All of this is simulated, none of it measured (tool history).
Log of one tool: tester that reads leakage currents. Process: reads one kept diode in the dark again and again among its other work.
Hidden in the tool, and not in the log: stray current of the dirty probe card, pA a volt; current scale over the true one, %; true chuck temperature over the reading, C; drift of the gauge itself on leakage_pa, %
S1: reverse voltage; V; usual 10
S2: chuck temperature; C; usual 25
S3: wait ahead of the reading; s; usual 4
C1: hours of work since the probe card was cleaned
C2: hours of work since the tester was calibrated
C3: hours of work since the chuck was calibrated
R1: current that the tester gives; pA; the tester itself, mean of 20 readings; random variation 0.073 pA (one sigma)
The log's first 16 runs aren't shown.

| run | day | S1 | S2 | S3 | C1 | C2 | C3 | R1 |
|---|---|---|---|---|---|---|---|---|
| 17 | 85.608 | 10 | 25 | 0.58 | 754 | 1047 | 277 | 18.69 |
| 18 | 89.575 | 10 | 25 | 0.58 | 826 | 1119 | 349 | 18.54 |
| 19 | 94.183 | 4.1 | 25 | 0.47 | 909 | 1203 | 433 | 12.98 |
| 20 | 98.683 | 4.1 | 25 | 0.47 | 991 | 1284 | 514 | 13.08 |
|  | 104.121 | chuck's temperature calibrated |
| 21 | 104.121 | 4.1 | 43 | 7.05 | 1088 | 1381 | 0 | 45.68 |
| 22 | 110.262 | 4.1 | 43 | 7.05 | 1200 | 1493 | 112 | 45.76 |
| 23 | 116.383 | 4.1 | 43 | 7.05 | 1311 | 1604 | 223 | 45.72 |
| 24 | 119.654 | 10.8 | 32 | 4 | 1370 | 1664 | 282 | 30.38 |
| 25 | 123.108 | 1 | 49 | 0.96 | 1433 | 1726 | 345 | 40.32 |
| 26 | 129.621 | 16.3 | 33 | 0.96 | 1551 | 1845 | 463 | 39.15 |
| 27 | 134.071 | 16.3 | 33 | 0.96 | 1632 | 1925 | 544 | 38.99 |
|  | 138.204 | chuck's temperature calibrated |
| 28 | 139.058 | 16.3 | 33 | 0.96 | 1721 | 2014 | 15 | 38.92 |
| 29 | 146.179 | 10 | 25 | 2.07 | 1851 | 2144 | 145 | 17.7 |
| 30 | 149.225 | 2.6 | 25 | 4 | 1906 | 2199 | 200 | 10.51 |
| 31 | 153.967 | 15.6 | 58 | 0.85 | 1992 | 2285 | 286 | 200.88 |
| 32 | 158.267 | 15.6 | 58 | 0.85 | 2070 | 2363 | 364 | 201.31 |
| 33 | 163.412 | 12.5 | 36 | 1.15 | 2164 | 2457 | 458 | 43.19 |
| 34 | 168.471 | 10 | 22 | 0.45 | 2255 | 2549 | 550 | 15.35 |
|  | 170.65 | tester calibrated |
|  | 172.217 | chuck's temperature calibrated |
| 35 | 174.671 | 19.2 | 25 | 2.05 | 2365 | 72 | 45 | 23.13 |

5 ways to go on from here, each from the tool as it stands after run 35. What would each give?
| A | 177.738 | 19.2 | 25 | 0.48 | 2421 | 127 | 100 | ? |
| B | 177.738 | 8.3 | 25 | 4.73 | 2421 | 127 | 100 | ? |
| C | 177.738 | 19.2 | 52 | 2.3 | 2421 | 127 | 100 | ? |
| D | 177.738 | 1.5 | 38 | 0.95 | 2421 | 127 | 100 | ? |
| E | 177.738 | 1.2 | 25 | 2.05 | 2421 | 127 | 100 | ? |

| run | R1 |
|---|---|
| A | 25.17 |
| B | 16.39 |
| C | 148.49 |
| D | 22.28 |
| E | 7.82 |
Without the tool's hidden state the same runs would have given:
| run | R1 |
|---|---|
| A | 25.1 |
| B | 16.36 |
| C | 148.44 |
| D | 22.27 |
| E | 7.82 |

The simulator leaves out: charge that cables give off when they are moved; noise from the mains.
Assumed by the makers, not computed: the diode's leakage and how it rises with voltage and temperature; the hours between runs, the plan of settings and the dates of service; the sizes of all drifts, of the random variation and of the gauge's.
